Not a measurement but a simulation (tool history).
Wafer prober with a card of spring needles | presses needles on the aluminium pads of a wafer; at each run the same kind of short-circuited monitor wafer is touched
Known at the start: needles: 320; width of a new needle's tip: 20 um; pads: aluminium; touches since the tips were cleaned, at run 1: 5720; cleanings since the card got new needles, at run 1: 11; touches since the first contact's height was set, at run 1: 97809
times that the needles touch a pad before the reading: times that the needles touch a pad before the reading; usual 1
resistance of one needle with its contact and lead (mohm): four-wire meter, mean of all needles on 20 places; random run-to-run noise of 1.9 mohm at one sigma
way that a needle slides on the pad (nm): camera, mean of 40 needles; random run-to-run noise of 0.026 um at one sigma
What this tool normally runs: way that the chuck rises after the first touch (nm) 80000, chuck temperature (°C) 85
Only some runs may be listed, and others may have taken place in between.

run   hour  way that the chuck rises after the first touch (nm)  chuck temperature (°C)  times that the needles touch a pad before the reading  touches since the tips were cleaned  cleanings since the card got new needles  touches since the first contact's height was set  resistance of one needle with its contact and lead (mohm)  way that a needle slides on the pad (nm)
  1    0.0                                                80000                      85                                                      1                                 5720                                        11                                             97809                                                        197                                     10440
       3.6  -- tips cleaned on abrasive film
  2    6.6                                                72000                      85                                                      1                                 1572                                        12                                            101292                                                        197                                      9380
  3   12.3                                                72000                      85                                                      1                                 4665                                        12                                            104385                                                        200                                      9410
  4   16.6                                                72000                      85                                                      1                                 6991                                        12                                            106711                                                        199                                      9390
      17.9  -- tips cleaned on abrasive film
  5   27.0                                                72000                      85                                                      1                                 4885                                        13                                            112226                                                        199                                      9340
      32.4  -- tips cleaned on abrasive film
  6   34.2                                                90000                      85                                                      1                                  978                                        14                                            116059                                                        195                                     11730
  7   38.8                                                90000                      85                                                      1                                 3474                                        14                                            118555                                                        197                                     11710
  8   46.1                                                80000                      85                                                      1                                 7436                                        14                                            122517                                                        196                                     10430
      46.7  -- tips cleaned on abrasive film
  9   51.6                                                80000                      30                                                      1                                 2655                                        15                                            125408                                                        186                                     10430
 10   58.4                                                80000                      30                                                      1                                 6314                                        15                                            129067                                                        187                                     10430
      61.2  -- tips cleaned on abrasive film
 11   63.2                                                80000                      30                                                      1                                 1059                                        16                                            131572                                                        185                                     10410
      69.5  -- height of the first contact set anew
 12   70.1                                                80000                      85                                                      1                                 4635                                        16                                               325                                                        199                                     10450
      76.1  -- tips cleaned on abrasive film
 13   77.3                                                80000                      85                                                      3                                  658                                        17                                              4152                                                        200                                     10460
 14   84.2                                                80000                      85                                                      3                                 4360                                        17                                              7854                                                        199                                     10400
      90.5  -- tips cleaned on abrasive film
 15   93.9                                                80000                      85                                                      3                                 1877                                        18                                             13075                                                        196                                     10430
 16  101.9                                                80000                      85                                                      3                                 6158                                        18                                             17356                                                        200                                     10440
     104.6  -- tips cleaned on abrasive film
 17  108.4                                                80000                      85                                                      1                                 2046                                        19                                             20832                                                        195                                     10420
 18  115.4                                                80000                      85                                                      1                                 5821                                        19                                             24607                                                        200                                     10400
     119.3  -- tips cleaned on abrasive film
 19  121.5                                                80000                     106                                                      1                                 1181                                        20                                             27796                                                        202                                     10430
 20  130.2                                                71000                      85                                                      1                                 5888                                        20                                             32503                                                        200                                      9290
     134.0  -- tips cleaned on abrasive film
 21  134.9                                                71000                      85                                                      1                                  455                                        21                                             34960                                                        197                                      9220
 22  140.0                                                64000                      99                                                      2                                 3216                                        21                                             37721                                                        207                                      8360
 23  146.9                                                64000                      99                                                      2                                 6937                                        21                                             41442                                                        205                                      8350
     148.0  -- tips cleaned on abrasive film
 24  157.1                                                64000                      99                                                      2                                 4900                                        22                                             46915                                                        203                                      8360
     162.2  -- tips cleaned on abrasive film
 25  166.1                                                80000                      51                                                      1                                 2133                                        23                                             51700                                                        189                                     10370
 26  175.8                                                69000                      55                                                      3                                 7356                                        23                                             56923                                                        195                                      8950
     176.4  -- tips cleaned on abrasive film
 27  183.9                                                69000                      55                                                      3                                 4013                                        24                                             61215                                                        193                                      9010
 28  189.5                                                77000                      28                                                      3                                 7021                                        24                                             64223                                                        187                                     10010
     190.9  -- tips cleaned on abrasive film
 29  196.5                                                80000                      33                                                      2                                 3014                                        25                                             67973                                                        189                                     10400
 30  202.9                                                80000                      33                                                      2                                 6449                                        25                                             71408                                                        187                                     10420
     205.8  -- tips cleaned on abrasive film
 31  208.1                                                80000                      85                                                      3                                 1236                                        26                                             74165                                                        196                                     10420
 32  216.3                                                80000                      85                                                      3                                 5632                                        26                                             78561                                                        200                                     10430
     220.4  -- tips cleaned on abrasive film
 33  226.2                                                80000                      85                                                      3                                 3142                                        27                                             83856                                                        198                                     10430

Entry by entry between the runs, the difference in hidden state between the last listed run before and the first listed run after:
Logged between run 1 and run 2: tips cleaned on abrasive film (hour 3.6)
  debris on the tips, nm: 1.8 -> 0.9
Logged between run 4 and run 5: tips cleaned on abrasive film (hour 17.9)
  debris on the tips, nm: 1.8 -> 1.6
Logged between run 5 and run 6: tips cleaned on abrasive film (hour 32.4)
  debris on the tips, nm: 1.6 -> 0.7; way that the needles fall short of the set height, um: 0.03 -> 0.04
Logged between run 8 and run 9: tips cleaned on abrasive film (hour 46.7)
  debris on the tips, nm: 1.8 -> 1.3
Logged between run 10 and run 11: tips cleaned on abrasive film (hour 61.2)
  debris on the tips, nm: 1.8 -> 0.7
Logged between run 11 and run 12: height of the first contact set anew (hour 69.5)
  debris on the tips, nm: 0.7 -> 1.6; way that the needles fall short of the set height, um: 0.04 -> 0
Logged between run 12 and run 13: tips cleaned on abrasive film (hour 76.1)
  debris on the tips, nm: 1.6 -> 0.6; tips' diameter, um: 20.01 -> 20.02
Logged between run 14 and run 15: tips cleaned on abrasive film (hour 90.5)
  debris on the tips, nm: 1.6 -> 1
Logged between run 16 and run 17: tips cleaned on abrasive film (hour 104.6)
  debris on the tips, nm: 1.8 -> 1.1; way that the needles fall short of the set height, um: 0 -> 0.01
Logged between run 18 and run 19: tips cleaned on abrasive film (hour 119.3)
  debris on the tips, nm: 1.7 -> 0.7
Logged between run 20 and run 21: tips cleaned on abrasive film (hour 134.0)
  debris on the tips, nm: 1.7 -> 0.4
Logged between run 23 and run 24: tips cleaned on abrasive film (hour 148.0)
  debris on the tips, nm: 1.8 -> 1.7
Logged between run 24 and run 25: tips cleaned on abrasive film (hour 162.2)
  debris on the tips, nm: 1.7 -> 1.2; way that the needles fall short of the set height, um: 0.01 -> 0.02
Logged between run 26 and run 27: tips cleaned on abrasive film (hour 176.4)
  debris on the tips, nm: 1.8 -> 1.5
Logged between run 28 and run 29: tips cleaned on abrasive film (hour 190.9)
  debris on the tips, nm: 1.8 -> 1.3
Logged between run 30 and run 31: tips cleaned on abrasive film (hour 205.8)
  debris on the tips, nm: 1.8 -> 0.7
Logged between run 32 and run 33: tips cleaned on abrasive film (hour 220.4)
  debris on the tips, nm: 1.7 -> 1.4; way that the needles fall short of the set height, um: 0.02 -> 0.03

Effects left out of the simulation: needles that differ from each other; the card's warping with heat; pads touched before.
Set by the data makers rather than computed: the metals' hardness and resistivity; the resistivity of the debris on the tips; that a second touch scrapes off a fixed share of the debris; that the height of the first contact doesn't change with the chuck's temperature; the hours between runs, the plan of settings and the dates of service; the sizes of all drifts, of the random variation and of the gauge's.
